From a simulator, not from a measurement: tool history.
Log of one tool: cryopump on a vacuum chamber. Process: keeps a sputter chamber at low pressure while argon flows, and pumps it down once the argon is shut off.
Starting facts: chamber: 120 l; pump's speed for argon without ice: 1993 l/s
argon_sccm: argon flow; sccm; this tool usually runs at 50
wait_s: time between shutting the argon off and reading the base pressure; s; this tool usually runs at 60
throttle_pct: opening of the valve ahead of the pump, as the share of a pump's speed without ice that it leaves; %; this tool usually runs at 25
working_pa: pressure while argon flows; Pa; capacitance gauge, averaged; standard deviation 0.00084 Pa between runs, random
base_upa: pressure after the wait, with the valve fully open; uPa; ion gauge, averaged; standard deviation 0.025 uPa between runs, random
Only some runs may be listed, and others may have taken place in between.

Run 1, day 0.000: usual settings. Result: working_pa 0.1795 Pa, base_upa 2.72 uPa.
Run 2, day 2.771: usual settings. Result: working_pa 0.1796 Pa, base_upa 3.07 uPa.
Run 3, day 5.604: usual settings. Result: working_pa 0.1847 Pa, base_upa 3.20 uPa.
Run 4, day 7.329: usual settings but wait_s 179 s. Result: working_pa 0.1855 Pa, base_upa 2.72 uPa.
Run 5, day 9.450: usual settings but wait_s 179 s. Result: working_pa 0.1861 Pa, base_upa 2.84 uPa.
Run 6, day 11.379: usual settings but throttle_pct 48 %. Result: working_pa 0.1040 Pa, base_upa 3.49 uPa.
At day 12.100: leaking fittings of the chamber tightened, without venting.
Run 7, day 13.700: usual settings but throttle_pct 48 %. Result: working_pa 0.1067 Pa, base_upa 1.11 uPa.
At day 15.796: pump warmed up, emptied and cooled again.
Run 8, day 18.104: usual settings but argon_sccm 22 sccm. Result: working_pa 0.0757 Pa, base_upa 1.22 uPa.
Run 9, day 21.825: usual settings but argon_sccm 22 sccm. Result: working_pa 0.0763 Pa, base_upa 1.34 uPa.
Run 10, day 25.438: usual settings but throttle_pct 35 %. Result: working_pa 0.1256 Pa, base_upa 1.46 uPa.
Run 11, day 27.892: usual settings. Result: working_pa 0.1739 Pa, base_upa 1.50 uPa.
Run 12, day 31.517: usual settings. Result: working_pa 0.1771 Pa, base_upa 1.65 uPa.
Run 13, day 34.938: usual settings. Result: working_pa 0.1765 Pa, base_upa 1.81 uPa.
Run 14, day 38.254: usual settings but argon_sccm 37 sccm. Result: working_pa 0.1311 Pa, base_upa 2.01 uPa.
Run 15, day 41.108: usual settings but argon_sccm 30 sccm. Result: working_pa 0.1081 Pa, base_upa 2.10 uPa.
Run 16, day 45.133: usual settings but argon_sccm 74 sccm. Result: working_pa 0.2692 Pa, base_upa 2.31 uPa.
Run 17, day 48.875: usual settings but wait_s 130 s. Result: working_pa 0.1838 Pa, base_upa 2.07 uPa.
Run 18, day 50.671: usual settings but argon_sccm 85 sccm, wait_s 222 s, throttle_pct 31 %. Result: working_pa 0.2556 Pa, base_upa 1.98 uPa.
Run 19, day 52.396: usual settings but argon_sccm 94 sccm, wait_s 43 s, throttle_pct 19 %. Result: working_pa 0.4502 Pa, base_upa 3.04 uPa.
Run 20, day 54.117: usual settings but argon_sccm 67 sccm, wait_s 71 s, throttle_pct 17 %. Result: working_pa 0.3559 Pa, base_upa 2.62 uPa.
Run 21, day 55.983: usual settings but argon_sccm 48 sccm, wait_s 195 s, throttle_pct 58 %. Result: working_pa 0.0878 Pa, base_upa 2.42 uPa.
Run 22, day 59.058: usual settings but argon_sccm 29 sccm, wait_s 65 s, throttle_pct 59 %. Result: working_pa 0.0533 Pa, base_upa 2.99 uPa.
Run 23, day 62.783: usual settings but argon_sccm 54 sccm, wait_s 41 s, throttle_pct 21 %. Result: working_pa 0.2428 Pa, base_upa 3.69 uPa.
At day 64.804: pump warmed up, emptied and cooled again.
Run 24, day 65.133: usual settings but argon_sccm 54 sccm, wait_s 38 s, throttle_pct 19 %. Result: working_pa 0.2408 Pa, base_upa 3.11 uPa.
Run 25, day 67.725: usual settings but argon_sccm 54 sccm, wait_s 38 s, throttle_pct 19 %. Result: working_pa 0.2444 Pa, base_upa 3.31 uPa.
Run 26, day 70.912: usual settings but argon_sccm 36 sccm, wait_s 35 s, throttle_pct 31 %. Result: working_pa 0.1009 Pa, base_upa 3.51 uPa.
Run 27, day 74.696: usual settings but argon_sccm 36 sccm, wait_s 35 s, throttle_pct 31 %. Result: working_pa 0.1015 Pa, base_upa 3.65 uPa.
At day 75.804: leaking fittings of the chamber tightened, without venting.
Run 28, day 78.429: usual settings but argon_sccm 27 sccm, wait_s 260 s, throttle_pct 22 %. Result: working_pa 0.1071 Pa, base_upa 0.50 uPa.
Run 29, day 81.508: usual settings but argon_sccm 76 sccm, wait_s 64 s, throttle_pct 39 %. Result: working_pa 0.1743 Pa, base_upa 1.18 uPa.
Run 30, day 85.367: usual settings but argon_sccm 76 sccm, wait_s 64 s, throttle_pct 39 %. Result: working_pa 0.1772 Pa, base_upa 1.31 uPa.
Run 31, day 88.550: usual settings but argon_sccm 76 sccm, wait_s 71 s, throttle_pct 39 %. Result: working_pa 0.1793 Pa, base_upa 1.34 uPa.
Run 32, day 92.146: usual settings but argon_sccm 80 sccm, throttle_pct 48 %. Result: working_pa 0.1609 Pa, base_upa 1.70 uPa.
Run 33, day 94.492: usual settings but argon_sccm 34 sccm, wait_s 51 s, throttle_pct 16 %. Result: working_pa 0.1886 Pa, base_upa 1.94 uPa.

What if the next run were any one of these 3? Each begins from the tool's condition after run 33:
Run A, day 98.579: usual settings but throttle_pct 23 %. Result: working_pa ?, base_upa ?.
Run B, day 98.579: usual settings but argon_sccm 40 sccm, wait_s 25 s, throttle_pct 23 %. Result: working_pa ?, base_upa ?.
Run C, day 98.579: usual settings but argon_sccm 29 sccm, wait_s 154 s. Result: working_pa ?, base_upa ?.

run  working_pa  base_upa
  A      0.1998      1.95
  B      0.1581      3.06
  C      0.1051      1.43
Take away the tool's hidden state, keep each run's random variation, and the runs would have read:
run  working_pa  base_upa
  A      0.1856      0.96
  B      0.1468      2.11
  C      0.0969      0.47

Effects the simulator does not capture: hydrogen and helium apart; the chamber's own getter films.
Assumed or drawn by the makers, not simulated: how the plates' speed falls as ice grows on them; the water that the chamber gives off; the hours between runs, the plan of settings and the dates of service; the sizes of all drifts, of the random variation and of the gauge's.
